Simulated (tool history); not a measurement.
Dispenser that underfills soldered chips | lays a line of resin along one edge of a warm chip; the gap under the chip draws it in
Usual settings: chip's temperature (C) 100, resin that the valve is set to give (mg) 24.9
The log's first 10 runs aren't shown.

run	day	chip's temperature (C)	resin that the valve is set to give (mg)	time until the resin shows at the far edge (s)	resin that the valve gave (mg)
# day 5.567: new syringe of resin
11	5.571	86	24.9	102.4	23.20
# day 5.908: new syringe of resin
12	6.025	111	24.9	53.0	22.90
# day 6.275: new syringe of resin
13	6.433	111	24.9	56.6	22.95
# day 6.638: new syringe of resin
# day 6.983: new syringe of resin
14	7.000	111	24.9	47.4	22.65
# day 7.317: new syringe of resin
15	7.388	96	24.9	80.8	22.40
# day 7.671: new syringe of resin
# day 8.004: new syringe of resin
16	8.096	96	24.9	80.4	22.32
# day 8.358: new syringe of resin
# day 8.708: new syringe of resin
17	8.779	96	24.9	81.3	21.98
# day 9.067: new syringe of resin
18	9.383	92	31.4	114.3	27.42
# day 9.433: new syringe of resin
19	9.738	92	31.4	112.4	27.49
# day 9.792: new syringe of resin
# day 9.988: dispensing valve cleaned and set on the balance
# day 10.196: new syringe of resin
# day 10.542: new syringe of resin
20	10.542	92	31.4	78.4	31.23
# day 10.904: new syringe of resin
21	10.925	100	22.0	66.0	21.62
# day 11.246: new syringe of resin
# day 11.604: new syringe of resin
22	11.675	102	32.2	62.9	31.66
# day 11.958: new syringe of resin
23	12.167	102	32.2	76.2	31.08
# day 12.321: new syringe of resin
# day 12.662: new syringe of resin
24	12.762	102	32.2	64.5	30.92
# day 13.004: new syringe of resin
# day 13.346: new syringe of resin
25	13.446	93	31.3	85.8	29.80
# day 13.708: new syringe of resin
26	13.754	114	23.8	45.4	22.71
# day 14.083: new syringe of resin
27	14.346	114	23.8	56.8	22.59
# day 14.475: new syringe of resin
# day 14.846: new syringe of resin
28	14.879	93	24.3	84.1	22.83
# day 15.183: new syringe of resin
29	15.342	113	32.0	49.5	29.68
# day 15.521: new syringe of resin
# day 15.908: new syringe of resin
30	16.021	113	32.1	47.1	29.57
# day 16.246: new syringe of resin
# day 16.608: new syringe of resin
31	16.708	113	32.1	47.0	29.18
# day 16.962: new syringe of resin
32	17.083	111	22.7	54.9	20.50
# day 17.312: new syringe of resin
# day 17.658: new syringe of resin
33	17.679	111	22.7	48.7	20.39

4 ways to go on from here, each from the tool as it stands after run 33. What would each give?
# day 18.012: new syringe of resin
A	18.329	98	22.2	?	?
# day 18.012: new syringe of resin
B	18.329	100	28.5	?	?
# day 18.012: new syringe of resin
C	18.329	103	28.3	?	?
# day 18.012: new syringe of resin
D	18.329	93	23.2	?	?

run	time until the resin shows at the far edge (s)	resin that the valve gave (mg)
A	105.4	19.75
B	90.0	25.16
C	81.9	25.26
D	117.5	20.64
Without the tool's hidden state the same runs would have given:
run	time until the resin shows at the far edge (s)	resin that the valve gave (mg)
A	76.2	22.25
B	66.7	28.34
C	60.6	28.46
D	85.5	23.26
